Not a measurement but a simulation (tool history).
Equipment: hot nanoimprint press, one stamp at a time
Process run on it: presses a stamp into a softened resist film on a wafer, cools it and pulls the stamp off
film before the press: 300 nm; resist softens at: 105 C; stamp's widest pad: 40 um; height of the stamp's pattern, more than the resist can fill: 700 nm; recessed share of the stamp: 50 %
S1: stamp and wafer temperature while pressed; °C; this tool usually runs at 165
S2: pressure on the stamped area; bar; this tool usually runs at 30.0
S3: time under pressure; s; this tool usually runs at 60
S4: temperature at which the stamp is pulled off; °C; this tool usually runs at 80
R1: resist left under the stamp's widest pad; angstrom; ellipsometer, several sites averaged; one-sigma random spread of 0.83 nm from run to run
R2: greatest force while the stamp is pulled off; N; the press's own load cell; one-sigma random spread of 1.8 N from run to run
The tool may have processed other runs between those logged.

run   hour   S1    S2  S3  S4    R1   R2
  1    0.0  165  30.0  60  80  1181  153
       7.0  -- plate thermocouple calibrated
  2   20.9  165  30.0  71  80  1049  154
  3   33.7  165  30.0  71  80  1052  151
  4   58.5  165  30.0  71  80  1039  154
  5   79.9  165  30.0  60  80  1104  155
  6  101.4  165  30.0  60  80  1113  157
  7  112.6  165  30.0  60  80  1116  158
  8  129.9  165  30.0  60  77  1118  166
  9  152.6  165  30.0  60  77  1133  166
 10  164.8  165  19.2  60  77  1441  166
 11  190.5  165  19.2  60  77  1426  169
 12  209.0  165  28.5  60  80  1172  162
 13  221.4  165  28.5  60  80  1164  159
 14  246.4  165  34.3  60  72  1053  186
     255.2  -- stamp cleaned and given a new release coat
 15  275.8  176  29.1  60  67   609  188
 16  292.1  176  29.1  60  67   613  189
 17  319.8  176  23.7  31  67   897  192

Estimate the outcome of run 18 from the log above:
 18  332.0  171  30.0  51  75   ?   ?

{"run 18": {"R1": 844, "R2": 175}}
Without the tool's hidden state the same run would have given R1 812 angstrom, R2 169 N.

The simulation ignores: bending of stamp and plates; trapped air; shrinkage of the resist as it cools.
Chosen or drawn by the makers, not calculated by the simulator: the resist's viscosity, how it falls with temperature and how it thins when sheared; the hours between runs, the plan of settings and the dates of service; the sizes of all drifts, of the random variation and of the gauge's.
